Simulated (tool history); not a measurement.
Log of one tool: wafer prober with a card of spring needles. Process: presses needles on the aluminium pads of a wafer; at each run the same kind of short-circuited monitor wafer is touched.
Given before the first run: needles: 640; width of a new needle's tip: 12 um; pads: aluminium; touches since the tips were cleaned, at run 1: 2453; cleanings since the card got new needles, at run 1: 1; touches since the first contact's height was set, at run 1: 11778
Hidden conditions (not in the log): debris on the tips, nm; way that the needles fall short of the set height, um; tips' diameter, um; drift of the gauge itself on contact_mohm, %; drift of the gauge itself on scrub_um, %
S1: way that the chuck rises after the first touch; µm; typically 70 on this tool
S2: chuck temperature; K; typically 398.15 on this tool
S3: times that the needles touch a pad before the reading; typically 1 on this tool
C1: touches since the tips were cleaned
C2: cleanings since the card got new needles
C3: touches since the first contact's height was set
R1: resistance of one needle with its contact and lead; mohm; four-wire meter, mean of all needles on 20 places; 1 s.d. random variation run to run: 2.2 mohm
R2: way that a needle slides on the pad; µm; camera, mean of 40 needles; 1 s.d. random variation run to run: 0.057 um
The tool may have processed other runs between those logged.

run     day  S1      S2  S3    C1  C2      C3   R1     R2
  1   0.000  70  398.15   1  2453   1   11778  252  11.25
      0.362  -- tips cleaned on abrasive film
  2   0.567  70  398.15   1  2942   2   19782  249  11.22
      0.917  -- tips cleaned on abrasive film
  3   1.129  70  398.15   1  3068   3   27718  252  11.22
      1.479  -- tips cleaned on abrasive film
  4   1.754  70  398.15   1  3874   4   36503  253  11.21
      2.029  -- tips cleaned on abrasive film
  5   2.167  70  398.15   1  1945   5   42332  249  11.10
      2.562  -- tips cleaned on abrasive film
  6   2.808  70  398.15   1  3463   6   51345  251  11.24
      3.108  -- tips cleaned on abrasive film
  7   3.154  70  313.15   1   658   7   56247  226  11.22
  8   3.454  70  398.15   1  4899   7   60488  253  11.07
      3.675  -- tips cleaned on abrasive film
  9   4.133  70  398.15   1  6551   8   70092  256  11.01
      4.233  -- tips cleaned on abrasive film
      4.767  -- tips cleaned on abrasive film
 10   4.808  70  398.15   1   605  10   79528  247  11.07
      5.308  -- tips cleaned on abrasive film
 11   5.488  76  398.15   1  2500  11   89104  245  12.07
 12   5.808  76  398.15   1  7106  11   93710  254  12.08
      5.867  -- tips cleaned on abrasive film
 13   6.262  76  398.15   1  5656  12  100086  254  12.01
      6.442  -- tips cleaned on abrasive film
 14   6.808  76  398.15   1  5220  13  107795  252  12.11
      7.012  -- tips cleaned on abrasive film
 15   7.538  76  398.15   1  7454  14  118083  256  12.04
      7.579  -- tips cleaned on abrasive film
 16   8.025  76  398.15   1  6341  15  124950  257  11.86
      8.154  -- tips cleaned on abrasive film
 17   8.442  70  398.15   1  4078  16  130809  251  10.94
      8.725  -- tips cleaned on abrasive film
 18   9.021  70  356.15   1  4201  17  138976  242  10.93
      9.296  -- tips cleaned on abrasive film
 19   9.729  70  356.15   1  6129  18  148932  243  11.01
      9.850  -- tips cleaned on abrasive film
 20  10.058  70  398.15   1  2924  19  153558  254  10.95
     10.392  -- tips cleaned on abrasive film
 21  10.554  62  348.15   2  2284  20  160546  235   9.66
     10.704  -- height of the first contact set anew
     10.979  -- tips cleaned on abrasive film
 22  11.283  62  348.15   2  4355  21    8177  237  10.03
     11.558  -- tips cleaned on abrasive film
 23  11.671  62  348.15   2  1581  22   13599  236   9.91
 24  12.008  62  348.15   2  6348  22   18366  237  10.04
     12.104  -- tips cleaned on abrasive film
     12.642  -- tips cleaned on abrasive film
 25  12.646  85  334.15   2    57  24   27345  230  13.58
     13.212  -- tips cleaned on abrasive film
 26  13.233  85  334.15   2   282  25   35628  231  13.61
 27  13.562  85  334.15   2  4934  25   40280  235  13.62
     13.796  -- tips cleaned on abrasive film
 28  13.996  70  376.15   2  2869  26   46400  244  11.18
     14.379  -- tips cleaned on abrasive film
 29  14.538  70  376.15   2  2257  27   54020  243  11.19
     14.950  -- tips cleaned on abrasive film
 30  15.054  70  376.15   2  1486  28   61322  240  11.10
     15.529  -- tips cleaned on abrasive film
 31  15.692  60  300.15   1  2342  29   70309  224   9.42
     16.062  -- tips cleaned on abrasive film
 32  16.362  76  298.15   1  4210  30   79732  229  12.10
     16.617  -- tips cleaned on abrasive film
 33  16.908  51  398.15   2  4163  31   87478  249   7.94

Hidden condition of the tool, last listed run before each entry between runs versus first listed run after:
Logged between run 1 and run 2: tips cleaned on abrasive film (day 0.362)
  debris on the tips, nm: 47.3 -> 56.5; way that the needles fall short of the set height, um: 0.13 -> 0.22; tips' diameter, um: 12.05 -> 12.08
  measured value less the no-hidden-state value, R1: +5 -> +6 mohm; R2: -0.02 -> -0.04 µm
Logged between run 2 and run 3: tips cleaned on abrasive film (day 0.917)
  debris on the tips, nm: 56.5 -> 60.7; way that the needles fall short of the set height, um: 0.22 -> 0.3; tips' diameter, um: 12.08 -> 12.11
  measured value less the no-hidden-state value, R1: +6 -> +7 mohm; R2: -0.04 -> -0.05 µm
Logged between run 3 and run 4: tips cleaned on abrasive film (day 1.479)
  debris on the tips, nm: 60.7 -> 68.1; way that the needles fall short of the set height, um: 0.3 -> 0.38; tips' diameter, um: 12.11 -> 12.13
  measured value less the no-hidden-state value, R1: +7 -> +7 mohm; R2: -0.05 -> -0.06 µm
Logged between run 4 and run 5: tips cleaned on abrasive film (day 2.029)
  debris on the tips, nm: 68.1 -> 43.7; way that the needles fall short of the set height, um: 0.38 -> 0.48; tips' diameter, um: 12.13 -> 12.17
  measured value less the no-hidden-state value, R1: +7 -> +4 mohm; R2: -0.06 -> -0.08 µm
Logged between run 5 and run 6: tips cleaned on abrasive film (day 2.562)
  debris on the tips, nm: 43.7 -> 66.8; way that the needles fall short of the set height, um: 0.48 -> 0.56; tips' diameter, um: 12.17 -> 12.19
  measured value less the no-hidden-state value, R1: +4 -> +7 mohm; R2: -0.08 -> -0.08 µm
Logged between run 6 and run 7: tips cleaned on abrasive film (day 3.108)
  debris on the tips, nm: 66.8 -> 19.7; way that the needles fall short of the set height, um: 0.56 -> 0.68; tips' diameter, um: 12.19 -> 12.24
  measured value less the no-hidden-state value, R1: +7 -> +2 mohm; R2: -0.08 -> -0.11 µm
Logged between run 8 and run 9: tips cleaned on abrasive film (day 3.675)
  debris on the tips, nm: 77.5 -> 87.1; way that the needles fall short of the set height, um: 0.68 -> 0.78; tips' diameter, um: 12.24 -> 12.27
  measured value less the no-hidden-state value, R1: +9 -> +9 mohm; R2: -0.11 -> -0.13 µm
Logged between run 9 and run 10: tips cleaned on abrasive film (day 4.233); tips cleaned on abrasive film (day 4.767)
  debris on the tips, nm: 87.1 -> 23.2; way that the needles fall short of the set height, um: 0.78 -> 0.96; tips' diameter, um: 12.27 -> 12.34
  measured value less the no-hidden-state value, R1: +9 -> +3 mohm; R2: -0.13 -> -0.15 µm
Logged between run 10 and run 11: tips cleaned on abrasive film (day 5.308)
  debris on the tips, nm: 23.2 -> 53.8; way that the needles fall short of the set height, um: 0.96 -> 1.07; tips' diameter, um: 12.34 -> 12.37
  measured value less the no-hidden-state value, R1: +3 -> +6 mohm; R2: -0.15 -> -0.18 µm
Logged between run 12 and run 13: tips cleaned on abrasive film (day 5.867)
  debris on the tips, nm: 94.9 -> 85.3; way that the needles fall short of the set height, um: 1.07 -> 1.18; tips' diameter, um: 12.37 -> 12.41
  measured value less the no-hidden-state value, R1: +10 -> +9 mohm; R2: -0.18 -> -0.19 µm
Logged between run 13 and run 14: tips cleaned on abrasive film (day 6.442)
  debris on the tips, nm: 85.3 -> 84.9; way that the needles fall short of the set height, um: 1.18 -> 1.27; tips' diameter, um: 12.41 -> 12.45
  measured value less the no-hidden-state value, R1: +9 -> +8 mohm; R2: -0.19 -> -0.20 µm
Logged between run 14 and run 15: tips cleaned on abrasive film (day 7.012)
  debris on the tips, nm: 84.9 -> 96.2; way that the needles fall short of the set height, um: 1.27 -> 1.41; tips' diameter, um: 12.45 -> 12.49
  measured value less the no-hidden-state value, R1: +8 -> +10 mohm; R2: -0.20 -> -0.23 µm
Logged between run 15 and run 16: tips cleaned on abrasive film (day 7.579)
  debris on the tips, nm: 96.2 -> 88.3; way that the needles fall short of the set height, um: 1.41 -> 1.53; tips' diameter, um: 12.49 -> 12.54
  measured value less the no-hidden-state value, R1: +10 -> +9 mohm; R2: -0.23 -> -0.24 µm
Logged between run 16 and run 17: tips cleaned on abrasive film (day 8.154)
  debris on the tips, nm: 88.3 -> 72; way that the needles fall short of the set height, um: 1.53 -> 1.66; tips' diameter, um: 12.54 -> 12.58
  measured value less the no-hidden-state value, R1: +9 -> +7 mohm; R2: -0.24 -> -0.26 µm
Logged between run 17 and run 18: tips cleaned on abrasive film (day 8.725)
  debris on the tips, nm: 72 -> 68.8; way that the needles fall short of the set height, um: 1.66 -> 1.76; tips' diameter, um: 12.58 -> 12.62
  measured value less the no-hidden-state value, R1: +7 -> +7 mohm; R2: -0.26 -> -0.29 µm
Logged between run 18 and run 19: tips cleaned on abrasive film (day 9.296)
  debris on the tips, nm: 68.8 -> 89.8; way that the needles fall short of the set height, um: 1.76 -> 1.89; tips' diameter, um: 12.62 -> 12.66
  measured value less the no-hidden-state value, R1: +7 -> +9 mohm; R2: -0.29 -> -0.30 µm
Logged between run 19 and run 20: tips cleaned on abrasive film (day 9.850)
  debris on the tips, nm: 89.8 -> 61.3; way that the needles fall short of the set height, um: 1.89 -> 1.99; tips' diameter, um: 12.66 -> 12.7
  measured value less the no-hidden-state value, R1: +9 -> +6 mohm; R2: -0.30 -> -0.32 µm
Logged between run 20 and run 21: tips cleaned on abrasive film (day 10.392)
  debris on the tips, nm: 61.3 -> 53.9; way that the needles fall short of the set height, um: 1.99 -> 2.08; tips' diameter, um: 12.7 -> 12.73
  measured value less the no-hidden-state value, R1: +6 -> +3 mohm; R2: -0.32 -> -0.34 µm
Logged between run 21 and run 22: height of the first contact set anew (day 10.704); tips cleaned on abrasive film (day 10.979)
  debris on the tips, nm: 53.9 -> 74.6; way that the needles fall short of the set height, um: 2.08 -> 0.12; tips' diameter, um: 12.73 -> 12.77
  measured value less the no-hidden-state value, R1: +3 -> +4 mohm; R2: -0.34 -> -0.02 µm
Logged between run 22 and run 23: tips cleaned on abrasive film (day 11.558)
  debris on the tips, nm: 74.6 -> 40.1; way that the needles fall short of the set height, um: 0.12 -> 0.22; tips' diameter, um: 12.77 -> 12.8
  measured value less the no-hidden-state value, R1: +4 -> +2 mohm; R2: -0.02 -> -0.04 µm
Logged between run 24 and run 25: tips cleaned on abrasive film (day 12.104); tips cleaned on abrasive film (day 12.642)
  debris on the tips, nm: 86.6 -> 11.7; way that the needles fall short of the set height, um: 0.22 -> 0.48; tips' diameter, um: 12.8 -> 12.9
  measured value less the no-hidden-state value, R1: +5 -> +0 mohm; R2: -0.03 -> -0.08 µm
Logged between run 25 and run 26: tips cleaned on abrasive film (day 13.212)
  debris on the tips, nm: 11.7 -> 15.3; way that the needles fall short of the set height, um: 0.48 -> 0.6; tips' diameter, um: 12.9 -> 12.94
  measured value less the no-hidden-state value, R1: +0 -> +1 mohm; R2: -0.08 -> -0.10 µm
Logged between run 27 and run 28: tips cleaned on abrasive film (day 13.796)
  debris on the tips, nm: 82.7 -> 59.9; way that the needles fall short of the set height, um: 0.6 -> 0.69; tips' diameter, um: 12.94 -> 12.97
  measured value less the no-hidden-state value, R1: +4 -> +3 mohm; R2: -0.09 -> -0.11 µm
Logged between run 28 and run 29: tips cleaned on abrasive film (day 14.379)
  debris on the tips, nm: 59.9 -> 51.9; way that the needles fall short of the set height, um: 0.69 -> 0.77; tips' diameter, um: 12.97 -> 13
  measured value less the no-hidden-state value, R1: +3 -> +3 mohm; R2: -0.11 -> -0.12 µm
Logged between run 29 and run 30: tips cleaned on abrasive film (day 14.950)
  debris on the tips, nm: 51.9 -> 37.2; way that the needles fall short of the set height, um: 0.77 -> 0.89; tips' diameter, um: 13 -> 13.04
  measured value less the no-hidden-state value, R1: +3 -> +2 mohm; R2: -0.12 -> -0.14 µm
Logged between run 30 and run 31: tips cleaned on abrasive film (day 15.529)
  debris on the tips, nm: 37.2 -> 46.8; way that the needles fall short of the set height, um: 0.89 -> 1.01; tips' diameter, um: 13.04 -> 13.08
  measured value less the no-hidden-state value, R1: +2 -> +6 mohm; R2: -0.14 -> -0.16 µm
Logged between run 31 and run 32: tips cleaned on abrasive film (day 16.062)
  debris on the tips, nm: 46.8 -> 74.5; way that the needles fall short of the set height, um: 1.01 -> 1.1; tips' diameter, um: 13.08 -> 13.11
  measured value less the no-hidden-state value, R1: +6 -> +6 mohm; R2: -0.16 -> -0.18 µm
Logged between run 32 and run 33: tips cleaned on abrasive film (day 16.617)
  debris on the tips, nm: 74.5 -> 71.7; way that the needles fall short of the set height, um: 1.1 -> 1.23; tips' diameter, um: 13.11 -> 13.16
  measured value less the no-hidden-state value, R1: +6 -> +6 mohm; R2: -0.18 -> -0.19 µm
